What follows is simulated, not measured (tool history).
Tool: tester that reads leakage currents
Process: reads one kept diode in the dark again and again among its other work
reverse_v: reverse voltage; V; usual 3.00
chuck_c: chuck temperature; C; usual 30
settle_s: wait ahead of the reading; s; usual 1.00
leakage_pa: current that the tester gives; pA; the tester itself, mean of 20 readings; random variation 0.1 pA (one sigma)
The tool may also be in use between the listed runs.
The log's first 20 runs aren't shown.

| run | day | reverse_v | chuck_c | settle_s | leakage_pa |
|---|---|---|---|---|---|
| 21 | 124.962 | 3.18 | 30 | 6.34 | 28.95 |
| 22 | 131.838 | 3.60 | 30 | 1.00 | 31.49 |
| 23 | 136.967 | 3.00 | 26 | 1.78 | 20.12 |
| 24 | 143.717 | 2.47 | 37 | 0.30 | 48.28 |
| 25 | 152.812 | 5.55 | 29 | 1.00 | 36.40 |
| 26 | 162.342 | 5.55 | 29 | 1.00 | 36.41 |
|  | 169.075 | tester calibrated |
| 27 | 169.296 | 5.55 | 29 | 1.00 | 36.37 |
| 28 | 174.167 | 5.55 | 29 | 1.00 | 36.53 |
|  | 181.246 | probe card cleaned and baked |
| 29 | 183.771 | 5.55 | 29 | 1.00 | 36.43 |
| 30 | 191.071 | 1.72 | 31 | 0.99 | 23.15 |
| 31 | 199.600 | 7.58 | 44 | 1.00 | 148.12 |
|  | 201.208 | chuck's temperature calibrated |
| 32 | 205.971 | 1.20 | 32 | 1.00 | 21.12 |
| 33 | 212.596 | 3.00 | 54 | 1.18 | 199.12 |
| 34 | 218.433 | 3.00 | 21 | 1.18 | 13.01 |
| 35 | 227.242 | 5.91 | 30 | 4.33 | 40.03 |
| 36 | 236.479 | 2.67 | 42 | 1.22 | 73.67 |
| 37 | 241.525 | 2.67 | 42 | 1.22 | 73.99 |
| 38 | 245.521 | 3.33 | 31 | 4.04 | 32.62 |
| 39 | 253.112 | 3.33 | 31 | 4.04 | 32.39 |

Forecast each of these 3 alternatives for the next run:
| A | 259.125 | 3.08 | 41 | 6.08 | ? |
| B | 259.125 | 3.33 | 31 | 0.91 | ? |
| C | 259.125 | 1.22 | 25 | 8.96 | ? |

| run | leakage_pa |
|---|---|
| A | 72.73 |
| B | 33.15 |
| C | 11.24 |
Without the tool's hidden state the same runs would have given:
| run | leakage_pa |
|---|---|
| A | 72.78 |
| B | 33.17 |
| C | 11.25 |
